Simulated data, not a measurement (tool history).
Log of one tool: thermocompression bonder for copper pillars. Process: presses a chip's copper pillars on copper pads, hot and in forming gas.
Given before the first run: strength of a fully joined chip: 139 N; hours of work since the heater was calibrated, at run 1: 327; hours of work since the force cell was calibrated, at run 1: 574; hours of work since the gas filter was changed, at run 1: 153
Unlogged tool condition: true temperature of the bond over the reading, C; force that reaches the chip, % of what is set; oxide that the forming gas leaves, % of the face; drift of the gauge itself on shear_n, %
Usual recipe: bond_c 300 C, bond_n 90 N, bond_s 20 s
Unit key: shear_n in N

| run | hour | bond_c | bond_n | bond_s | hours of work since the heater was calibrated | hours of work since the force cell was calibrated | hours of work since the gas filter was changed | shear_n |
|---|---|---|---|---|---|---|---|---|
| 1 | 0 | 300 | 90 | 20 | 327 | 574 | 153 | 50.6 |
| 2 | 72.8 | 300 | 90 | 20 | 361 | 608 | 187 | 50.7 |
| 3 | 133.5 | 300 | 90 | 20 | 389 | 636 | 215 | 49.9 |
| 4 | 207.8 | 300 | 90 | 20 | 423 | 670 | 249 | 49.7 |
| 5 | 241.9 | 300 | 90 | 30 | 439 | 686 | 265 | 58.4 |
| 6 | 305.5 | 300 | 90 | 30 | 468 | 715 | 294 | 58.5 |
| 7 | 376.2 | 300 | 90 | 30 | 501 | 748 | 327 | 59.1 |
|  | 450.4 | force cell calibrated |
| 8 | 450.4 | 300 | 90 | 20 | 535 | 0 | 361 | 50 |
| 9 | 493.3 | 305 | 90 | 20 | 554 | 20 | 381 | 52.3 |
|  | 507.6 | forming gas filter changed |
| 10 | 562.1 | 305 | 90 | 48 | 586 | 51 | 25 | 73.9 |
| 11 | 612.3 | 305 | 90 | 48 | 609 | 75 | 48 | 73.5 |
| 12 | 682.5 | 309 | 90 | 48 | 642 | 107 | 81 | 76.7 |
| 13 | 745.1 | 309 | 90 | 48 | 671 | 136 | 110 | 76 |
| 14 | 783.1 | 300 | 90 | 20 | 688 | 154 | 127 | 51.4 |
| 15 | 818.7 | 300 | 90 | 20 | 705 | 170 | 144 | 50.4 |
| 16 | 887.3 | 300 | 90 | 20 | 736 | 202 | 176 | 50.7 |
| 17 | 926.6 | 300 | 90 | 20 | 754 | 220 | 194 | 50 |
| 18 | 978.5 | 300 | 90 | 20 | 779 | 244 | 218 | 50.8 |
| 19 | 1032.9 | 300 | 69 | 20 | 804 | 269 | 243 | 42.4 |
| 20 | 1097.3 | 300 | 69 | 20 | 833 | 299 | 273 | 42.1 |
| 21 | 1171.8 | 300 | 68 | 53 | 868 | 333 | 307 | 60.9 |
| 22 | 1231.2 | 300 | 68 | 53 | 895 | 361 | 335 | 62 |
| 23 | 1297.1 | 285 | 57 | 10 | 926 | 391 | 365 | 22.6 |
| 24 | 1332.6 | 298 | 128 | 13 | 942 | 408 | 381 | 51.9 |
|  | 1344.8 | forming gas filter changed |
| 25 | 1392 | 297 | 90 | 43 | 969 | 435 | 22 | 66.2 |
| 26 | 1444.9 | 297 | 90 | 43 | 994 | 459 | 46 | 65.7 |
|  | 1462.7 | heater calibrated with a thermocouple chip |
| 27 | 1491.6 | 297 | 90 | 10 | 13 | 480 | 67 | 36.8 |
| 28 | 1559.8 | 297 | 90 | 10 | 45 | 512 | 99 | 36.3 |
| 29 | 1625.2 | 275 | 108 | 17 | 75 | 542 | 129 | 39.2 |
| 30 | 1675.7 | 275 | 90 | 16 | 98 | 565 | 152 | 33.2 |
| 31 | 1724.5 | 275 | 90 | 16 | 121 | 588 | 175 | 33.5 |
| 32 | 1786.1 | 304 | 56 | 16 | 150 | 616 | 203 | 35.2 |
| 33 | 1817 | 304 | 56 | 16 | 164 | 630 | 217 | 36 |
| 34 | 1857.1 | 304 | 56 | 16 | 182 | 649 | 236 | 35.8 |
| 35 | 1930 | 293 | 56 | 16 | 216 | 683 | 270 | 30.3 |
| 36 | 1974.8 | 300 | 90 | 20 | 237 | 703 | 290 | 49.3 |
| 37 | 2009.8 | 324 | 83 | 20 | 253 | 720 | 307 | 61.2 |
| 38 | 2080.1 | 286 | 129 | 20 | 285 | 752 | 339 | 52.6 |
| 39 | 2111.9 | 278 | 71 | 20 | 300 | 767 | 354 | 32.8 |

Measured less the same run without the tool's hidden state. The same run-to-run variation is in both; the gauge's scatter may not be:
| run | shear_n |
|---|---|
| 1 | +0.1 |
| 2 | +0.1 |
| 3 | +0.1 |
| 4 | +0.1 |
| 5 | +0.1 |
| 6 | +0.1 |
| 7 | +0.1 |
| 8 | -0.1 |
| 9 | -0.1 |
| 10 | +0.3 |
| 11 | +0.3 |
| 12 | +0.3 |
| 13 | +0.3 |
| 14 | +0.3 |
| 15 | +0.3 |
| 16 | +0.3 |
| 17 | +0.3 |
| 18 | +0.3 |
| 19 | +0.2 |
| 20 | +0.2 |
| 21 | +0.2 |
| 22 | +0.1 |
| 23 | +0.1 |
| 24 | +0.2 |
| 25 | +0.7 |
| 26 | +0.6 |
| 27 | +0.1 |
| 28 | +0.1 |
| 29 | +0.1 |
| 30 | +0.1 |
| 31 | +0 |
| 32 | +0 |
| 33 | +0.1 |
| 34 | +0 |
| 35 | +0 |
| 36 | +0.1 |
| 37 | +0 |
| 38 | +0 |
| 39 | +0.1 |

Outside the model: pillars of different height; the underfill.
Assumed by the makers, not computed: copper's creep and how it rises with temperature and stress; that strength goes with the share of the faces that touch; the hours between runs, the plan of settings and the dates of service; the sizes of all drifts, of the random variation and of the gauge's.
